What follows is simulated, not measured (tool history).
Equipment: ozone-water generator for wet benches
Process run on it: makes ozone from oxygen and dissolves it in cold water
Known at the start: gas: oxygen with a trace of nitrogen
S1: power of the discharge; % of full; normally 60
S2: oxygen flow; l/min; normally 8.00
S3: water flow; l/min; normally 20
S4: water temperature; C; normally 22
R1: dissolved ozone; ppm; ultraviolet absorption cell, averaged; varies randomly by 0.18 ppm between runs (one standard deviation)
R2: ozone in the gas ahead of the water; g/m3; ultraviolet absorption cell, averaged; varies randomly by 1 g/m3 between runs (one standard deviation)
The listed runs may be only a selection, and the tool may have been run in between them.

run,day,S1,S2,S3,S4,R1,R2
1,0.000,60,8.00,20,22,24.3,175.8
2,0.650,79,8.00,20,22,29.1,212.2
3,1.675,60,8.00,20,22,24.3,173.9
4,2.425,60,8.00,20,22,24.2,174.6
5,3.558,60,8.00,20,15,27.2,177.0
6,4.733,60,8.00,20,14,27.5,174.3
7,5.854,60,8.00,20,14,27.9,175.8
8,6.462,60,9.39,28,25,19.2,164.7
9,6.967,60,9.39,28,25,19.2,163.9
10,7.642,62,9.39,23,24,22.1,167.7
11,8.358,62,9.39,23,24,22.0,169.0
12,9.425,60,4.46,20,21,22.9,219.1
13,10.262,48,10.23,22,22,19.7,137.2

4 ways to go on from here, each from the tool as it stands after run 13. What would each give?
A,11.375,48,9.20,22,15,?,?
B,11.375,42,4.95,22,22,?,?
C,11.375,48,7.39,22,22,?,?
D,11.375,60,8.00,20,18,?,?

run,R1,R2
A,22.4,142.0
B,16.9,165.1
C,19.4,154.8
D,26.1,175.3
Stripped of hidden state, with their random variation kept, the same runs would have yielded:
run,R1,R2
A,22.4,142.0
B,16.9,165.2
C,19.4,154.8
D,26.1,175.4
